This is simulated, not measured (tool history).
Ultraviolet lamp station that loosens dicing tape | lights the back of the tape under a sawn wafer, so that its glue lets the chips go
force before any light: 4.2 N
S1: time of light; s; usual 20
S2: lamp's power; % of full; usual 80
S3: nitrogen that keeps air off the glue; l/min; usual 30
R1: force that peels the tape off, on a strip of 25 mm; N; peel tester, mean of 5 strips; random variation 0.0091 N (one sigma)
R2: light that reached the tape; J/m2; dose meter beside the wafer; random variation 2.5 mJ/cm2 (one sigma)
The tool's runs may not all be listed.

run	hour	S1	S2	S3	R1	R2
1	0.0	20	80	30	0.475	2490
2	45.4	20	80	30	0.490	2430
3	106.1	17	80	30	0.609	2060
4	161.9	17	80	30	0.633	2050
5	221.3	20	80	30	0.522	2390
6	284.5	20	80	30	0.497	2350
7	320.7	20	80	30	0.541	2310
8	395.8	20	80	30	0.534	2270
9	432.8	22	80	14	0.616	2550
10	497.4	22	80	14	0.644	2460
11	548.1	12	70	29	1.324	1180
12	593.9	12	100	29	0.861	1650
13	664.0	31	81	44	0.311	3410
14	700.2	31	81	44	0.310	3420
15	735.1	14	71	14	1.450	1300
# hour 742.4: window cleaned of glue's vapour
16	775.6	33	67	20	0.395	3190

4 ways to go on from here, each from the tool as it stands after run 16. What would each give?
A	850.4	13	67	31	?	?
B	850.4	20	81	22	?	?
C	850.4	13	94	13	?	?
D	850.4	20	80	36	?	?

run	R1	R2
A	1.167	1220
B	0.589	2320
C	0.998	1730
D	0.511	2320
Without the tool's hidden state the same runs would have given:
run	R1	R2
A	0.835	1610
B	0.408	3030
C	0.700	2270
D	0.362	3040
